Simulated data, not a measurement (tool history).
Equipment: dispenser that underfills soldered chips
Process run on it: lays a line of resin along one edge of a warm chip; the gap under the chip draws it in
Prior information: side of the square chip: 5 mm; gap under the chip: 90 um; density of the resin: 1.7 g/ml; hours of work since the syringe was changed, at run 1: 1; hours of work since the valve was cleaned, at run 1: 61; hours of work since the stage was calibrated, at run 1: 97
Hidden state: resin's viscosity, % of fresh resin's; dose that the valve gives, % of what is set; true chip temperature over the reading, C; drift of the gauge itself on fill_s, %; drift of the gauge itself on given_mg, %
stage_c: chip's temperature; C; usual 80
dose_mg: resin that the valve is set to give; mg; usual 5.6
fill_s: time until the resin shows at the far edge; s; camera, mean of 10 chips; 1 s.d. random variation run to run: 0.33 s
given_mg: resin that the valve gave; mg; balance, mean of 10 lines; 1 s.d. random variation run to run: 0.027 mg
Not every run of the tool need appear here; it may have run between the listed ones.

run	day	stage_c	dose_mg	hours of work since the syringe was changed	hours of work since the valve was cleaned	hours of work since the stage was calibrated	fill_s	given_mg
1	0	80	5.6	1	61	97	14.8	5.29
2	0.096	80	5.6	3	63	98	17.6	5.28
3	0.325	80	5.6	6	67	102	24.4	5.3
4	0.433	80	5.6	8	69	104	28.1	5.3
5	0.525	80	5.6	10	70	106	33.5	5.23
# day 0.571: new syringe of resin
6	0.633	80	5.55	1	72	107	14.6	5.22
7	0.771	80	5.6	3	74	110	19.4	5.28

For run 8, what comes out?
8	0.892	80	5.6	5	76	112	?	?

fill_s: 22.1 s
given_mg: 5.25 mg
Minus the tool's unlogged condition, the same run would have read fill_s 13.9 s, given_mg 5.61 mg.

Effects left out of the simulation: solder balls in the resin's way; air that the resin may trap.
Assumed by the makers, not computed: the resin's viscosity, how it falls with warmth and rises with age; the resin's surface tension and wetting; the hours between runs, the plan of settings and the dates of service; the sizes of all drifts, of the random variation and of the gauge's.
